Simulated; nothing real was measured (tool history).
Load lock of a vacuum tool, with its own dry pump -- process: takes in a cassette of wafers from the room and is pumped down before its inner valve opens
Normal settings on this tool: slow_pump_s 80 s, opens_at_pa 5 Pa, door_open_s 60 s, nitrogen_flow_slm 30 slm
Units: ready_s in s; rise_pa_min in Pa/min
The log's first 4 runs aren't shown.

run      day  slow_pump_s  opens_at_pa  door_open_s  nitrogen_flow_slm  hours that the pump has run since its overhaul  times that the door has closed on its seal  incoming humidity of the room's air, %  ready_s  rise_pa_min
  5   24.625           80            5           60                  6                                            4692                                       32050                                    44.4    127.4        0.035
  6   28.292           80            5           60                 34                                            4780                                       32451                                    45.0    127.8        0.017
  7   32.783           57            5           60                 34                                            4888                                       32941                                    46.7    109.7        0.022
  8   37.933           57            5           60                 34                                            5012                                       33503                                    44.2    109.2        0.022
  9   41.454           57            5           60                 34                                            5096                                       33888                                    44.9    110.1        0.021
 10   45.875          100            5           60                 34                                            5202                                       34370                                    44.5    143.0        0.017
 11   51.067           80            4           60                 30                                            5327                                       34937                                    45.6    130.2        0.018
 12   55.146           80            5           60                 30                                            5425                                       35382                                    41.0    129.5        0.023
 13   59.946           80            5           60                 17                                            5540                                       35906                                    45.0    129.3        0.024
 14   64.062           80            5           60                 17                                            5639                                       36355                                    45.3    127.7        0.027
 15   71.812           80            5           60                 17                                            5825                                       37202                                    47.0    127.5        0.031
 16   75.221           80            5           60                 33                                            5906                                       37574                                    43.9    130.5        0.023
 17   81.650           80            6           60                 33                                            6061                                       38275                                    46.2    125.5        0.024
 18   86.546           80            6           60                 33                                            6178                                       38810                                    46.0    126.0        0.026
 19   93.804           79            9           60                 31                                            6352                                       39602                                    44.8    122.2        0.020
 20   97.221          143            5           60                 11                                            6434                                       39975                                    43.9    180.6        0.028
 21  100.558          152            5           60                 31                                            6515                                       40340                                    42.7    186.1        0.024
 22  106.879          110            5           60                 31                                            6666                                       41030                                    40.5    154.8        0.019
 23  111.554           81            5           96                 30                                            6778                                       41540                                    48.6    128.6        0.023
 24  115.879           81            5           96                 30                                            6882                                       42012                                    43.6    129.4        0.029
 25  123.012          126            7          138                  5                                            7053                                       42791                                    47.1    161.0        0.075

For run 26, what comes out?
 26  130.754           78            9           72                 31                                            7239                                       43635                                    41.7        ?            ?

{"run 26": {"ready_s": 122.2, "rise_pa_min": 0.023}}
Minus the tool's unlogged condition, the same run would have read ready_s 122.2 s, rise_pa_min 0.022 Pa/min.
